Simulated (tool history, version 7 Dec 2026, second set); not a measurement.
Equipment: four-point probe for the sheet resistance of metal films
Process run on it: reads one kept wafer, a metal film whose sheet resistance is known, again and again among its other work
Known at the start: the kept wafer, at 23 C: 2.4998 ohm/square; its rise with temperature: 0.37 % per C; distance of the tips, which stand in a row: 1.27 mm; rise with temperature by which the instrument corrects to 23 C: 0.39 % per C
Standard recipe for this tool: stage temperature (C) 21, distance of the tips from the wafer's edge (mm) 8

run      day  stage temperature (C)  distance of the tips from the wafer's edge (mm)  sheet resistance as the instrument gives it (ohm/square)
  1    0.000                     21                                                8                                                  2.552724
  2    3.746                     21                                                8                                                  2.552559
  3    9.175                     21                                                8                                                  2.554188
  4   12.696                     21                                                8                                                  2.552959
  5   16.379                     21                                                8                                                  2.554384
  6   21.921                     21                                                8                                                  2.554039
  7   25.500                     35                                                8                                                  2.547353
  8   28.096                     35                                                8                                                  2.547496
  9   33.288                     21                                                8                                                  2.556877
 10   37.900                     21                                                8                                                  2.556237
 11   42.604                     23                                                8                                                  2.556045
 12   46.108                     23                                                8                                                  2.557125
 13   51.608                     23                                                8                                                  2.558175
 14   55.883                     23                                                8                                                  2.558972
 15   59.908                     23                                                8                                                  2.558901
      62.442  -- stage's thermometer calibrated
 16   63.967                     23                                                8                                                  2.551648
 17   69.375                     23                                                8                                                  2.552237
 18   71.838                     23                                                8                                                  2.552758
 19   74.433                     23                                                8                                                  2.552089
 20   79.175                     23                                                8                                                  2.553401
 21   84.633                     29                                                8                                                  2.550245
 22   87.621                     29                                                8                                                  2.551015
 23   90.042                     29                                                8                                                  2.552224
 24   95.146                     29                                                8                                                  2.552486
 25   97.767                     21                                                8                                                  2.556726
 26  102.188                     21                                                8                                                  2.558619
 27  106.933                     21                                                8                                                  2.558282
 28  109.908                     19                                               26                                                  2.530245
 29  113.758                     32                                               24                                                  2.523211
 30  117.262                     32                                                7                                                  2.564377
 31  120.746                     32                                                7                                                  2.565082
 32  126.046                     30                                               45                                                  2.523293
 33  131.454                     27                                                6                                                  2.584691
 34  134.038                     27                                                6                                                  2.584519
 35  137.896                     21                                                6                                                  2.588380
 36  143.483                     32                                               16                                                  2.532085
 37  147.517                     19                                                6                                                  2.591277
 38  152.271                     22                                               18                                                  2.537465
 39  156.438                     21                                               27                                                  2.533853
 40  161.388                     23                                                7                                                  2.575975
 41  163.917                     23                                                7                                                  2.577304
 42  167.621                     31                                                9                                                  2.555000

Each row is a separate what-if for the run after 42, all from the same tool condition, not one after another. Results?
  A  173.292                     32                                               66                                                         ?
  B  173.292                     23                                                9                                                         ?
  C  173.292                     21                                               25                                                         ?

run  sheet resistance as the instrument gives it (ohm/square)
  A                                                  2.527987
  B                                                  2.559209
  C                                                  2.538774
Take away the tool's hidden state, keep each run's random variation, and the runs would have read:
run  sheet resistance as the instrument gives it (ohm/square)
  A                                                  2.494903
  B                                                  2.525563
  C                                                  2.505337
